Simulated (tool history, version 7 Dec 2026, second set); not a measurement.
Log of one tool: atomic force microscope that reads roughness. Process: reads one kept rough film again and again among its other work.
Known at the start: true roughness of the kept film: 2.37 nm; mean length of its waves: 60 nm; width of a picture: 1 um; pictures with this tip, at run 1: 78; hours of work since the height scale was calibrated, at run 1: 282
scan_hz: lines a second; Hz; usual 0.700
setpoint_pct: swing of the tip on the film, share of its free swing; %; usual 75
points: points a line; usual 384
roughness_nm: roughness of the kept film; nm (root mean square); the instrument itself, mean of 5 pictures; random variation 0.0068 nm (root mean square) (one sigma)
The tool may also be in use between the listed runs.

run	hour	scan_hz	setpoint_pct	points	pictures with this tip	hours of work since the height scale was calibrated	roughness_nm
1	0.0	0.700	75	384	78	282	2.211
2	13.5	0.700	75	384	103	292	2.194
3	27.7	0.700	75	384	130	303	2.196
4	34.4	0.700	75	384	143	308	2.186
5	47.7	0.700	75	384	168	318	2.187
6	55.5	0.700	90	384	183	324	2.092
7	61.9	0.700	90	384	195	329	2.107
8	75.0	0.700	90	384	220	339	2.086
9	85.4	0.564	68	529	240	347	2.189
# hour 92.7: new tip fitted
10	98.3	0.925	88	587	11	357	2.133
11	111.9	0.925	88	587	37	367	2.125
12	123.5	0.925	88	587	59	376	2.118
13	137.6	0.925	88	587	86	387	2.108
14	148.7	0.925	88	587	107	396	2.105
15	156.9	0.925	88	587	122	402	2.095
16	164.8	0.925	88	587	137	408	2.101

Forecast each of these 5 alternatives for the next run:
A	174.4	0.925	59	788	155	416	?
B	174.4	3.011	87	440	155	416	?
C	174.4	2.877	88	614	155	416	?
D	174.4	0.700	88	384	155	416	?
E	174.4	2.339	69	287	155	416	?

run	roughness_nm
A	2.246
B	1.765
C	1.757
D	2.135
E	2.088
Without the tool's hidden state the same runs would have given:
run	roughness_nm
A	2.304
B	1.811
C	1.803
D	2.191
E	2.142
